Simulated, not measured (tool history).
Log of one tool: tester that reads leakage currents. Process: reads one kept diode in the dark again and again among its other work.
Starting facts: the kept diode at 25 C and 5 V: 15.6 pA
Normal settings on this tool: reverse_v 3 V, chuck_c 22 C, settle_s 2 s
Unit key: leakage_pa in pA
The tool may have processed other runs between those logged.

Run 1, hour 0: usual settings. Result: leakage_pa 9.42 pA.
Run 2, hour 47.8: usual settings. Result: leakage_pa 9.46 pA.
Run 3, hour 83.8: usual settings. Result: leakage_pa 9.46 pA.
Run 4, hour 117.3: usual settings. Result: leakage_pa 9.52 pA.
Run 5, hour 142.9: usual settings but reverse_v 3.87 V. Result: leakage_pa 10.85 pA.
Run 6, hour 185.6: usual settings but reverse_v 7.26 V. Result: leakage_pa 15.6 pA.
Run 7, hour 240.6: usual settings but chuck_c 23 C. Result: leakage_pa 10.43 pA.
Run 8, hour 285.6: usual settings but chuck_c 24 C, settle_s 2.74 s. Result: leakage_pa 11.17 pA.
At hour 290.9: tester calibrated.
Run 9, hour 322.3: usual settings but reverse_v 1.05 V, chuck_c 35 C, settle_s 0.62 s. Result: leakage_pa 17.48 pA.
Run 10, hour 374.2: usual settings but reverse_v 1.05 V, chuck_c 35 C, settle_s 0.62 s. Result: leakage_pa 17.61 pA.
At hour 395.7: tester calibrated, once more.
Run 11, hour 434.1: usual settings but reverse_v 7.34 V, chuck_c 34 C, settle_s 0.5 s. Result: leakage_pa 46.57 pA.
Run 12, hour 476.4: usual settings but reverse_v 5.61 V, chuck_c 56 C. Result: leakage_pa 224.94 pA.
Run 13, hour 530: usual settings but reverse_v 3.93 V, chuck_c 36 C. Result: leakage_pa 36.58 pA.

Consider 3 possible next runs. They are alternatives, not a sequence: every one starts from the tool as it was left by run 13. What does each give?
Run A, hour 587.7: usual settings but reverse_v 5.83 V, chuck_c 23 C. Result: leakage_pa ?.
Run B, hour 587.7: usual settings but reverse_v 1.22 V, chuck_c 23 C. Result: leakage_pa ?.
Run C, hour 587.7: usual settings but reverse_v 1.63 V, chuck_c 60 C, settle_s 2.64 s. Result: leakage_pa ?.

run  leakage_pa
  A       14.96
  B         6.3
  C      164.03
Take away the tool's hidden state, keep each run's random variation, and the runs would have read:
run  leakage_pa
  A       14.78
  B        6.51
  C      173.65
